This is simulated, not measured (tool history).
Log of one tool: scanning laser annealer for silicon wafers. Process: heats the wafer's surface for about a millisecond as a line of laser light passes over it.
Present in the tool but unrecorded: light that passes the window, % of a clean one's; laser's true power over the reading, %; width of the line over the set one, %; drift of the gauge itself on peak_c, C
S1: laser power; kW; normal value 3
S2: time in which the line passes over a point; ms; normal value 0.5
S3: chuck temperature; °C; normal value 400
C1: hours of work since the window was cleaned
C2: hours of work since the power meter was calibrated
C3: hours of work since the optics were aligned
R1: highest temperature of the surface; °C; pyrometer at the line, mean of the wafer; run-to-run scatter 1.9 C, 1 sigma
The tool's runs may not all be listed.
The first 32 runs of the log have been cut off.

run   hour     S1     S2   S3   C1   C2   C3    R1
 33  210.1  3.195  0.618  404  148  270  831  1251
 34  218.2  2.762  0.618  402  154  276  837  1119
 35  222.6  2.912  0.618  430  157  280  840  1193
 36  229.6  3.002  0.527  401  162  285  845  1123
 37  238.3  3.026  0.362  372  168  291  851   969
 38  244.5    2.6    0.5  366  173  296  856   962
 39  248.8  2.768  0.534  400  176  299  859  1063
 40  256.4  2.852  0.398  414  182  305  865  1000
 41  264.8  3.238  0.391  414  188  311  871  1085
 42  273.7  3.156  0.386  380  195  317  878  1026

What if the next run were any one of these 3? Each begins from the tool's condition after run 42:
  A   278  3.173  0.607  389  198  321  881   ?
  B   278  3.176  0.381  365  198  321  881   ?
  C   278  2.634  0.528  415  198  321  881   ?

run    R1
  A  1222
  B  1015
  C  1038
Without the tool's hidden state the same runs would have given:
run    R1
  A  1241
  B  1030
  C  1052
